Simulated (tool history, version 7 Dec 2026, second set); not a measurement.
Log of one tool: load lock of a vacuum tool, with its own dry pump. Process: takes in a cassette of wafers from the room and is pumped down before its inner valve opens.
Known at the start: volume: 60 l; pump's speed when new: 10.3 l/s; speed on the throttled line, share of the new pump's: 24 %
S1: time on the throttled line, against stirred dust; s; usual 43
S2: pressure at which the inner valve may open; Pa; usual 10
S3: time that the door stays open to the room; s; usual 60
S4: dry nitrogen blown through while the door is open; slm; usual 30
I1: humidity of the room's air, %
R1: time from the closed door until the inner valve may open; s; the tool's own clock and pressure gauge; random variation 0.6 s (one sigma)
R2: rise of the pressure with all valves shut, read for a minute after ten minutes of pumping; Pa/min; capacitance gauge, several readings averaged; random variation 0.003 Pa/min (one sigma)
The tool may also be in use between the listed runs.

| run | hour | S1 | S2 | S3 | S4 | I1 | R1 | R2 |
|---|---|---|---|---|---|---|---|---|
| 1 | 0 | 43 | 10 | 60 | 30 | 46.7 | 88.1 | 0.04 |
| 2 | 427.6 | 43 | 10 | 60 | 30 | 42.4 | 89.3 | 0.043 |
| 3 | 809.1 | 43 | 10 | 60 | 11 | 42.1 | 88.6 | 0.061 |
| 4 | 1145 | 43 | 10 | 60 | 4 | 45.6 | 88.4 | 0.071 |
| 5 | 1330 | 43 | 10 | 60 | 15 | 44.2 | 89.3 | 0.059 |
| 6 | 1552.8 | 43 | 10 | 60 | 30 | 42.1 | 89.5 | 0.054 |
| 7 | 1952.7 | 43 | 10 | 60 | 30 | 43.7 | 89.8 | 0.054 |
| 8 | 2168.7 | 43 | 10 | 60 | 30 | 46.9 | 90.2 | 0.063 |
| 9 | 2425.6 | 43 | 10 | 60 | 30 | 48.9 | 89.2 | 0.058 |
| 10 | 2617.6 | 43 | 10 | 60 | 30 | 39.7 | 88.9 | 0.055 |
| 11 | 2913.3 | 43 | 10 | 60 | 30 | 47.1 | 89.7 | 0.064 |
| 12 | 3293.7 | 43 | 18 | 60 | 30 | 46.5 | 86.6 | 0.062 |
| 13 | 3514.9 | 43 | 18 | 60 | 30 | 39.8 | 86.1 | 0.062 |
| 14 | 3881.3 | 43 | 18 | 60 | 30 | 45.9 | 85.7 | 0.068 |
| 15 | 4258.1 | 43 | 10 | 60 | 30 | 44.8 | 90.6 | 0.075 |
| 16 | 4588.7 | 43 | 10 | 60 | 30 | 38.6 | 89.8 | 0.07 |
| 17 | 4916.8 | 43 | 10 | 72 | 30 | 42.1 | 90.6 | 0.079 |
| 18 | 5115.9 | 43 | 10 | 60 | 30 | 47.6 | 90.6 | 0.076 |
| 19 | 5479.6 | 43 | 10 | 140 | 30 | 43.3 | 90.8 | 0.095 |
| 20 | 5726.3 | 39 | 10 | 42 | 11 | 46.4 | 88.6 | 0.089 |
| 21 | 6067.5 | 49 | 10 | 60 | 10 | 42.3 | 95.8 | 0.093 |
| 22 | 6350.4 | 28 | 15 | 186 | 10 | 45.3 | 77.1 | 0.125 |
| 23 | 6631.3 | 43 | 12 | 60 | 5 | 45.6 | 89.8 | 0.109 |
| 24 | 6899.5 | 43 | 12 | 60 | 5 | 42.7 | 90.4 | 0.111 |
| 25 | 7331.9 | 68 | 12 | 27 | 17 | 44.3 | 109.2 | 0.1 |
| 26 | 7572.7 | 68 | 12 | 27 | 17 | 45.6 | 107.9 | 0.093 |
| 27 | 7933.5 | 68 | 12 | 27 | 17 | 45.8 | 110.2 | 0.097 |
| 28 | 8306.6 | 68 | 13 | 27 | 17 | 44.6 | 108.4 | 0.101 |
| 29 | 8542.8 | 71 | 14 | 27 | 30 | 48 | 110 | 0.102 |
| 30 | 8827.2 | 71 | 14 | 27 | 30 | 43.6 | 112 | 0.096 |
| 31 | 9193 | 71 | 14 | 27 | 30 | 46.8 | 110.1 | 0.109 |
| 32 | 9395.9 | 71 | 14 | 27 | 30 | 48.3 | 111.6 | 0.109 |

Forecast run 33:
| 33 | 9740.3 | 43 | 11 | 60 | 8 | 45.2 | ? | ? |

{"run 33": {"R1": 92.1, "R2": 0.127}}
Without the tool's hidden state the same run would have given R1 86.1 s, R2 0.029 Pa/min.
